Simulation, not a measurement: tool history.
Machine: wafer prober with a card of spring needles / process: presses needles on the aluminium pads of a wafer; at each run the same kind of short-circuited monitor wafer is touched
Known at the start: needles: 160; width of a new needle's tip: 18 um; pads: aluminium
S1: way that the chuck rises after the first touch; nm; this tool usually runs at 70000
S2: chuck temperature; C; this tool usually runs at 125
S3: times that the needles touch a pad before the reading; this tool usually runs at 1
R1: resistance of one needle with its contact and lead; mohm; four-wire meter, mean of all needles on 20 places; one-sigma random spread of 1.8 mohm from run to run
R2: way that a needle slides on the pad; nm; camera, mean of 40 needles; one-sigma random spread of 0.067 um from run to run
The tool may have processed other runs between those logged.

run 1 hour=0 | S1=70000 S2=125 S3=1 | R1=196 R2=15190
-- hour=6.2 tips cleaned on abrasive film
run 2 hour=13.7 | S1=70000 S2=125 S3=1 | R1=197 R2=15340
-- hour=19.1 tips cleaned on abrasive film
run 3 hour=26.3 | S1=70000 S2=125 S3=1 | R1=198 R2=15330
-- hour=32.4 tips cleaned on abrasive film
run 4 hour=35.1 | S1=70000 S2=125 S3=1 | R1=191 R2=15280
run 5 hour=44.6 | S1=70000 S2=125 S3=1 | R1=205 R2=15200
-- hour=45.5 tips cleaned on abrasive film
-- hour=58.4 tips cleaned on abrasive film
run 6 hour=58.4 | S1=70000 S2=125 S3=1 | R1=184 R2=15280
run 7 hour=68.8 | S1=70000 S2=54 S3=1 | R1=191 R2=15230
-- hour=71.7 tips cleaned on abrasive film
run 8 hour=82.6 | S1=70000 S2=54 S3=1 | R1=193 R2=15340
-- hour=85.3 tips cleaned on abrasive film
run 9 hour=97.1 | S1=70000 S2=54 S3=1 | R1=189 R2=15290
-- hour=98.7 tips cleaned on abrasive film
run 10 hour=103.8 | S1=70000 S2=54 S3=1 | R1=184 R2=15290
-- hour=112.1 tips cleaned on abrasive film
run 11 hour=118.6 | S1=70000 S2=125 S3=2 | R1=195 R2=15140
-- hour=126.1 tips cleaned on abrasive film
run 12 hour=132.1 | S1=73000 S2=125 S3=2 | R1=193 R2=15840
-- hour=137.7 height of the first contact set anew
-- hour=140.1 tips cleaned on abrasive film
run 13 hour=140.1 | S1=73000 S2=44 S3=2 | R1=173 R2=16370
run 14 hour=150.1 | S1=53000 S2=44 S3=2 | R1=188 R2=11940
-- hour=153 tips cleaned on abrasive film
run 15 hour=160.2 | S1=70000 S2=125 S3=1 | R1=200 R2=15770
-- hour=166.5 tips cleaned on abrasive film
run 16 hour=173 | S1=70000 S2=125 S3=1 | R1=199 R2=15730
-- hour=180.1 tips cleaned on abrasive film
run 17 hour=182 | S1=70000 S2=125 S3=1 | R1=189 R2=15670
-- hour=193.3 tips cleaned on abrasive film
run 18 hour=193.3 | S1=70000 S2=114 S3=2 | R1=185 R2=15560
run 19 hour=200.7 | S1=70000 S2=25 S3=2 | R1=175 R2=15670
-- hour=207.1 tips cleaned on abrasive film
run 20 hour=212.2 | S1=70000 S2=25 S3=2 | R1=173 R2=15660
-- hour=221 tips cleaned on abrasive film
run 21 hour=222.2 | S1=70000 S2=39 S3=2 | R1=172 R2=15660
run 22 hour=229.4 | S1=57000 S2=110 S3=2 | R1=199 R2=12650
-- hour=234.7 tips cleaned on abrasive film
run 23 hour=239.2 | S1=70000 S2=125 S3=1 | R1=195 R2=15740
-- hour=248.8 tips cleaned on abrasive film
run 24 hour=250.1 | S1=70000 S2=125 S3=1 | R1=187 R2=15620
run 25 hour=261.1 | S1=70000 S2=125 S3=1 | R1=205 R2=15510
-- hour=262.2 tips cleaned on abrasive film
-- hour=275.8 tips cleaned on abrasive film
run 26 hour=276.9 | S1=50000 S2=46 S3=1 | R1=181 R2=11000
run 27 hour=283.7 | S1=50000 S2=54 S3=1 | R1=201 R2=11050
-- hour=289.3 tips cleaned on abrasive film
run 28 hour=293.2 | S1=83000 S2=58 S3=2 | R1=175 R2=18470
-- hour=302.6 tips cleaned on abrasive film
run 29 hour=305.2 | S1=83000 S2=58 S3=2 | R1=177 R2=18550
-- hour=315.6 tips cleaned on abrasive film
run 30 hour=316 | S1=70000 S2=82 S3=2 | R1=176 R2=15550
run 31 hour=328 | S1=70000 S2=82 S3=2 | R1=186 R2=15600
-- hour=329 tips cleaned on abrasive film
run 32 hour=338.8 | S1=70000 S2=80 S3=2 | R1=187 R2=15450
-- hour=343.2 tips cleaned on abrasive film
run 33 hour=346 | S1=70000 S2=80 S3=2 | R1=181 R2=15440

What if the next run were any one of these 3? Each begins from the tool's condition after run 33:
-- hour=356.2 tips cleaned on abrasive film
run A hour=357.8 | S1=56000 S2=125 S3=3 | R1=? R2=?
-- hour=356.2 tips cleaned on abrasive film
run B hour=357.8 | S1=69000 S2=80 S3=2 | R1=? R2=?
-- hour=356.2 tips cleaned on abrasive film
run C hour=357.8 | S1=70000 S2=46 S3=3 | R1=? R2=?

run=A R1=193 R2=12420
run=B R1=181 R2=15210
run=C R1=173 R2=15440
Stripped of hidden state, with their random variation kept, the same runs would have yielded:
run=A R1=190 R2=12680
run=B R1=177 R2=15470
run=C R1=171 R2=15700
